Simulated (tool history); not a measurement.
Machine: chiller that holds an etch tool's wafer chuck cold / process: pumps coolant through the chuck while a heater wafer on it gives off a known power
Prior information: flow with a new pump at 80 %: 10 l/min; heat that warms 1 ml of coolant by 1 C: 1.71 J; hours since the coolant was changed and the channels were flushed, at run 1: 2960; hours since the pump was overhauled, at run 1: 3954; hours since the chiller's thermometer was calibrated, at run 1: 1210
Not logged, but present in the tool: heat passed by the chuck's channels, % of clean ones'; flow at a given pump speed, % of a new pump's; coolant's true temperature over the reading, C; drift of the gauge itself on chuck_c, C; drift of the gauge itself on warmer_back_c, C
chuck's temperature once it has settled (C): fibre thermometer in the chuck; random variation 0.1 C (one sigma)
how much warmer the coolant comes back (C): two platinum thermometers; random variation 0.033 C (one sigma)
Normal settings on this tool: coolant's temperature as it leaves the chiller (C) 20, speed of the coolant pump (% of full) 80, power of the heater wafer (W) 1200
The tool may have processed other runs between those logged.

run	hour	coolant's temperature as it leaves the chiller (C)	speed of the coolant pump (% of full)	power of the heater wafer (W)	hours since the coolant was changed and the channels were flushed	hours since the pump was overhauled	hours since the chiller's thermometer was calibrated	chuck's temperature once it has settled (C)	how much warmer the coolant comes back (C)
1	0	20	80	1200	2960	3954	1210	30.8	4.56
2	69.9	20	80	1200	3029	4024	1280	30.8	4.53
3	139.6	20	80	1200	3099	4093	1349	30.9	4.59
4	237.7	20	80	1200	3197	4191	1448	31	4.57
5	303	20	80	1200	3263	4257	1513	31.2	4.59
6	369.6	20	80	1200	3329	4323	1579	31	4.65
7	473.7	20	80	701	3433	4428	1684	26.5	2.76
8	582	20	80	701	3542	4536	1792	26.5	2.68
9	657	20	80	1200	3617	4611	1867	31.1	4.61
10	740.1	20	60	1200	3700	4694	1950	34.8	6.44
# hour 862.7: chiller's thermometer calibrated
11	862.7	20	60	1200	3821	4815	0	34.7	6.41
# hour 879.2: coolant pump overhauled
12	935.4	20	60	1200	3889	56	68	35.1	6.67
13	1032.7	20	60	1200	3986	154	165	35.2	6.64
# hour 1097.4: coolant pump overhauled, once more
14	1146.1	20	60	1200	4095	49	273	33.7	5.84
15	1227.5	20	60	1200	4176	130	355	33.7	5.85
16	1330	10	80	1200	4279	233	457	20.5	4.25
17	1456.8	10	88	811	4405	359	584	16.8	2.55
# hour 1517.5: coolant changed, channels flushed
18	1593.7	10	88	811	76	490	715	15.6	2.61
19	1713.1	10	88	811	196	610	834	15.6	2.56
20	1779.1	10	65	956	262	676	900	19.1	4.35
21	1877.8	19	62	1188	360	774	999	30.8	5.67
22	1990.3	19	62	1188	473	887	1112	30.9	5.72
23	2125.3	20	80	809	608	1022	1247	26.5	2.98
24	2243.6	20	80	1456	726	1140	1365	31.4	5.3
25	2310.3	20	80	1456	793	1207	1432	31.5	5.21
26	2434.2	20	80	1456	917	1331	1555	31.7	5.3
27	2550.1	20	87	1456	1033	1447	1671	30.8	4.75
28	2659.7	20	94	1370	1142	1556	1781	29.5	4.08
29	2725.4	14	80	1200	1208	1622	1847	23.9	4.38

Alternative continuations, all from the tool just after run 29; predict every row:
A	2853	15	90	1200	1335	1750	1974	?	?
B	2853	14	68	1665	1335	1750	1974	?	?
C	2853	20	72	1200	1335	1750	1974	?	?

run	chuck's temperature once it has settled (C)	how much warmer the coolant comes back (C)
A	23.8	3.82
B	30.3	7.33
C	30.8	4.85
With no hidden state in the tool, these same runs would have given:
run	chuck's temperature once it has settled (C)	how much warmer the coolant comes back (C)
A	23.1	3.69
B	29.1	7.07
C	30	4.68

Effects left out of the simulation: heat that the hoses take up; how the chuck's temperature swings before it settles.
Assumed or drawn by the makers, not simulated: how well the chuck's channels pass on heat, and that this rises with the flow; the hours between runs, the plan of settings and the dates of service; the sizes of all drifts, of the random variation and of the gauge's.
